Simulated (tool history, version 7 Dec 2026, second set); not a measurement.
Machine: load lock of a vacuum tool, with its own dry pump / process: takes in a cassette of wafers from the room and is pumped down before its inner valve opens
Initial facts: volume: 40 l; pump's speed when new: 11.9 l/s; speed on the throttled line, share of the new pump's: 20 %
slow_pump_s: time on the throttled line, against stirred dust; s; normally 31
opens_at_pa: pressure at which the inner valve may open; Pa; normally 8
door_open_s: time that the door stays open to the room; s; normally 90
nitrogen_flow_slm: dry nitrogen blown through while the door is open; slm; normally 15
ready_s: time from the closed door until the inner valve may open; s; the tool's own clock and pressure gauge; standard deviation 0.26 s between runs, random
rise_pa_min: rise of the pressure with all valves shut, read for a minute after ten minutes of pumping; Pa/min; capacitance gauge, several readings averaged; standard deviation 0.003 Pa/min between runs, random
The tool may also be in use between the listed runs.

run     day  slow_pump_s  opens_at_pa  door_open_s  nitrogen_flow_slm  incoming humidity of the room's air, %  ready_s  rise_pa_min
  1       0           31            8           90                 15                                    46.1       57        0.025
  2   4.758           31            8           90                 15                                    44.1     57.2        0.022
  3   8.125           31            8           90                 15                                    42.3     57.4        0.025
  4  11.396           31           11           90                 15                                      47     55.1        0.034
  5  14.417           54            8           90                 15                                    45.1     75.7        0.029
  6  17.558           54            8           90                 15                                    45.7     75.4        0.025
  7  19.671           54            8           90                 15                                    46.1     75.4        0.028
  8  24.233           54            8           90                 15                                      44     75.3        0.029
  9  27.746           32           13          158                 15                                    47.1       56        0.037
 10  31.312           37            8          144                 15                                      46       62        0.035
 11  35.179           37            8          144                 15                                    46.4     62.1        0.034
 12  39.279           37            8          144                 15                                    45.4     62.2         0.03
 13  44.046           30           16          144                 22                                    45.9     53.6        0.027
 14  46.133           30           16          144                 22                                    47.5     53.4        0.028

What if the next run were any one of these 4? Each begins from the tool's condition after run 14:
  A  48.558           31            9           90                 15                                    45.3        ?            ?
  B  48.558           50           10          116                 22                                    45.9        ?            ?
  C  48.558           30           16           74                 22                                    45.4        ?            ?
  D  48.558           30           16          144                 19                                    45.2        ?            ?

run  ready_s  rise_pa_min
  A       56        0.025
  B     71.1        0.033
  C     53.5        0.025
  D     53.7        0.034
With no hidden state in the tool, these same runs would have given:
run  ready_s  rise_pa_min
  A       56        0.025
  B     71.1        0.032
  C     53.5        0.025
  D     53.7        0.034
